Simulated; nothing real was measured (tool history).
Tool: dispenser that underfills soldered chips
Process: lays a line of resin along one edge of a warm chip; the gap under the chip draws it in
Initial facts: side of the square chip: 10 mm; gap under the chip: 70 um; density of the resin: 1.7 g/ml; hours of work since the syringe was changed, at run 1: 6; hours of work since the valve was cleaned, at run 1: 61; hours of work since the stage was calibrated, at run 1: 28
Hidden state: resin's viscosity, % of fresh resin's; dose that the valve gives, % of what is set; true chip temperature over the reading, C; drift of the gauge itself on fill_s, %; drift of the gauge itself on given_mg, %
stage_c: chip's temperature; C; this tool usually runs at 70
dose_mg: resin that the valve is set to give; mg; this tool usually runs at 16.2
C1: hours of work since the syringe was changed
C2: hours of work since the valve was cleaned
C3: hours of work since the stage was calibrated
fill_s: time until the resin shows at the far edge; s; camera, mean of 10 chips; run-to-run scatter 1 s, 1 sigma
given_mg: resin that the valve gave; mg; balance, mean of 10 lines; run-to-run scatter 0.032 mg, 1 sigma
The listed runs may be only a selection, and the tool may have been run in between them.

run 1 hour=0 | stage_c=70 dose_mg=16.2 | C1=6 C2=61 C3=28 | fill_s=124.6 given_mg=15.83
-- hour=1.7 new syringe of resin
run 2 hour=5.6 | stage_c=59 dose_mg=16.2 | C1=3 C2=65 C3=32 | fill_s=205.8 given_mg=15.84
-- hour=11 new syringe of resin
run 3 hour=11.6 | stage_c=59 dose_mg=16.2 | C1=0 C2=69 C3=36 | fill_s=190.2 given_mg=15.74
run 4 hour=15.7 | stage_c=59 dose_mg=16.2 | C1=3 C2=72 C3=39 | fill_s=213.2 given_mg=15.78
-- hour=20.5 new syringe of resin
run 5 hour=21.2 | stage_c=70 dose_mg=17.7 | C1=0 C2=76 C3=43 | fill_s=102 given_mg=17.15
run 6 hour=26 | stage_c=70 dose_mg=17.7 | C1=4 C2=80 C3=47 | fill_s=116.7 given_mg=17.23
run 7 hour=29.2 | stage_c=70 dose_mg=17.7 | C1=6 C2=82 C3=49 | fill_s=126.1 given_mg=17.16
-- hour=29.8 new syringe of resin
run 8 hour=33.5 | stage_c=70 dose_mg=17.7 | C1=3 C2=85 C3=52 | fill_s=109.9 given_mg=17.17
run 9 hour=38.1 | stage_c=70 dose_mg=17.7 | C1=6 C2=88 C3=55 | fill_s=125.4 given_mg=17.17
-- hour=39.4 new syringe of resin
run 10 hour=42.5 | stage_c=70 dose_mg=17.7 | C1=2 C2=92 C3=58 | fill_s=105.8 given_mg=17.07
run 11 hour=46.9 | stage_c=70 dose_mg=16.2 | C1=6 C2=95 C3=61 | fill_s=124.6 given_mg=15.7
-- hour=49 new syringe of resin
run 12 hour=49.9 | stage_c=70 dose_mg=16.2 | C1=1 C2=97 C3=63 | fill_s=104.8 given_mg=15.61
run 13 hour=54.3 | stage_c=70 dose_mg=16.2 | C1=4 C2=100 C3=67 | fill_s=118.3 given_mg=15.62
run 14 hour=57.4 | stage_c=70 dose_mg=20.5 | C1=6 C2=102 C3=69 | fill_s=125.1 given_mg=19.77
-- hour=58.5 new syringe of resin
run 15 hour=62.4 | stage_c=70 dose_mg=20.5 | C1=3 C2=106 C3=72 | fill_s=110.1 given_mg=19.71
-- hour=68 new syringe of resin
run 16 hour=68.5 | stage_c=70 dose_mg=16.7 | C1=0 C2=110 C3=77 | fill_s=104.9 given_mg=16.05
run 17 hour=73.8 | stage_c=75 dose_mg=16.2 | C1=4 C2=114 C3=81 | fill_s=92.4 given_mg=15.52
-- hour=77.3 new syringe of resin
run 18 hour=77.4 | stage_c=76 dose_mg=16.2 | C1=0 C2=116 C3=83 | fill_s=75.3 given_mg=15.54
run 19 hour=80.9 | stage_c=71 dose_mg=17.3 | C1=3 C2=119 C3=86 | fill_s=105 given_mg=16.55
-- hour=83.9 dispensing valve cleaned and set on the balance
-- hour=87.6 new syringe of resin
run 20 hour=87.6 | stage_c=71 dose_mg=17.3 | C1=0 C2=2 C3=90 | fill_s=91.3 given_mg=17.29
run 21 hour=92.2 | stage_c=74 dose_mg=15.5 | C1=3 C2=6 C3=93 | fill_s=91.5 given_mg=15.41
-- hour=96.9 new syringe of resin
run 22 hour=96.9 | stage_c=66 dose_mg=19.4 | C1=0 C2=9 C3=96 | fill_s=124.9 given_mg=19.35
run 23 hour=101.4 | stage_c=76 dose_mg=20.8 | C1=3 C2=12 C3=99 | fill_s=78.6 given_mg=20.69
run 24 hour=105.5 | stage_c=72 dose_mg=15.9 | C1=6 C2=15 C3=102 | fill_s=119.1 given_mg=15.77
-- hour=106.3 new syringe of resin
run 25 hour=109.7 | stage_c=70 dose_mg=16.2 | C1=2 C2=18 C3=105 | fill_s=110 given_mg=16.04
run 26 hour=114.7 | stage_c=84 dose_mg=16.2 | C1=6 C2=22 C3=109 | fill_s=62.1 given_mg=16.08
-- hour=115.8 new syringe of resin
run 27 hour=118.4 | stage_c=72 dose_mg=15.1 | C1=2 C2=24 C3=112 | fill_s=98.3 given_mg=14.91
run 28 hour=121.8 | stage_c=72 dose_mg=15.1 | C1=4 C2=27 C3=114 | fill_s=107.3 given_mg=14.96
-- hour=125.4 new syringe of resin
run 29 hour=126.9 | stage_c=72 dose_mg=15.1 | C1=1 C2=31 C3=118 | fill_s=99.8 given_mg=14.92
run 30 hour=131.9 | stage_c=72 dose_mg=15.1 | C1=5 C2=34 C3=121 | fill_s=115.2 given_mg=14.87
-- hour=134.9 new syringe of resin
run 31 hour=136.3 | stage_c=82 dose_mg=15.8 | C1=1 C2=37 C3=124 | fill_s=55.8 given_mg=15.54
run 32 hour=138.8 | stage_c=82 dose_mg=15.8 | C1=3 C2=39 C3=126 | fill_s=61.2 given_mg=15.55
run 33 hour=143 | stage_c=84 dose_mg=14.8 | C1=6 C2=42 C3=129 | fill_s=64.6 given_mg=14.53
-- hour=144.2 new syringe of resin
run 34 hour=147 | stage_c=65 dose_mg=15 | C1=2 C2=45 C3=132 | fill_s=151.5 given_mg=14.74
run 35 hour=152.3 | stage_c=65 dose_mg=15 | C1=6 C2=49 C3=136 | fill_s=174.5 given_mg=14.67
-- hour=153.9 new syringe of resin
run 36 hour=157.2 | stage_c=71 dose_mg=14 | C1=2 C2=52 C3=139 | fill_s=112.6 given_mg=13.74

What if the next run were any one of these 3? Each begins from the tool's condition after run 36:
-- hour=163.4 new syringe of resin
run A hour=163.4 | stage_c=63 dose_mg=19.3 | C1=0 C2=56 C3=144 | fill_s=? given_mg=?
-- hour=163.4 new syringe of resin
run B hour=163.4 | stage_c=61 dose_mg=16.6 | C1=0 C2=56 C3=144 | fill_s=? given_mg=?
-- hour=163.4 new syringe of resin
run C hour=163.4 | stage_c=81 dose_mg=16.2 | C1=0 C2=56 C3=144 | fill_s=? given_mg=?

run=A fill_s=146.7 given_mg=18.89
run=B fill_s=168.3 given_mg=16.24
run=C fill_s=56.4 given_mg=15.82
With no hidden state in the tool, these same runs would have given:
run=A fill_s=141.6 given_mg=19.3
run=B fill_s=162 given_mg=16.6
run=C fill_s=54.6 given_mg=16.16
